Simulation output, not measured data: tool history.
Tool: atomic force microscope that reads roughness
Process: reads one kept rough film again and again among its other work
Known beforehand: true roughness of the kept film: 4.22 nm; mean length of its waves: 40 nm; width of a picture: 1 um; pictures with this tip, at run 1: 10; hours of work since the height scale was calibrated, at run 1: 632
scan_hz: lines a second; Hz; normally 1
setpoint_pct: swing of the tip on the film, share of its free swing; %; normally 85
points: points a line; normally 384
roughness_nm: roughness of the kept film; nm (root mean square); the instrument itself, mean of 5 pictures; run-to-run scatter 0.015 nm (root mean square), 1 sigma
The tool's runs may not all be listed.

| run | hour | scan_hz | setpoint_pct | points | pictures with this tip | hours of work since the height scale was calibrated | roughness_nm |
|---|---|---|---|---|---|---|---|
| 1 | 0 | 1 | 85 | 384 | 10 | 632 | 3.724 |
| 2 | 27.9 | 1 | 85 | 384 | 45 | 646 | 3.734 |
| 3 | 86 | 1 | 85 | 904 | 118 | 674 | 3.724 |
| 4 | 110.1 | 1 | 85 | 904 | 148 | 686 | 3.738 |
| 5 | 153 | 0.81 | 85 | 384 | 202 | 707 | 3.738 |
| 6 | 202.1 | 0.81 | 85 | 384 | 264 | 732 | 3.766 |
| 7 | 241.1 | 0.81 | 85 | 384 | 313 | 751 | 3.758 |
|  | 263.2 | new tip fitted |
| 8 | 280.6 | 1 | 85 | 384 | 22 | 770 | 3.714 |
| 9 | 327.8 | 1 | 58 | 384 | 81 | 794 | 3.882 |
| 10 | 380.3 | 1 | 85 | 384 | 147 | 819 | 3.713 |
| 11 | 412.7 | 1 | 85 | 384 | 188 | 836 | 3.732 |
| 12 | 466.5 | 1 | 85 | 384 | 256 | 862 | 3.713 |
| 13 | 515.2 | 0.5 | 85 | 384 | 317 | 886 | 3.786 |
|  | 533.3 | new tip fitted |
| 14 | 554.1 | 0.5 | 85 | 384 | 27 | 905 | 3.817 |
| 15 | 603.7 | 0.5 | 87 | 645 | 89 | 930 | 3.829 |
| 16 | 641 | 0.5 | 64 | 413 | 136 | 948 | 3.899 |
| 17 | 684.3 | 0.61 | 70 | 413 | 191 | 970 | 3.828 |
| 18 | 715.4 | 0.61 | 70 | 351 | 230 | 985 | 3.794 |
| 19 | 761.7 | 0.61 | 70 | 351 | 288 | 1008 | 3.846 |
| 20 | 794.9 | 3.17 | 89 | 298 | 330 | 1024 | 3.232 |
|  | 804.2 | new tip fitted |
|  | 825 | height scale calibrated on a step standard |
| 21 | 835.6 | 1.6 | 89 | 701 | 38 | 5 | 3.573 |

Expected results for the next run?
| 22 | 885.2 | 1.6 | 89 | 701 | 101 | 30 | ? |

roughness_nm: 3.574 nm (root mean square)
On a tool with no hidden condition, and with the same random variation, this run would have come out at roughness_nm 3.578 nm (root mean square).
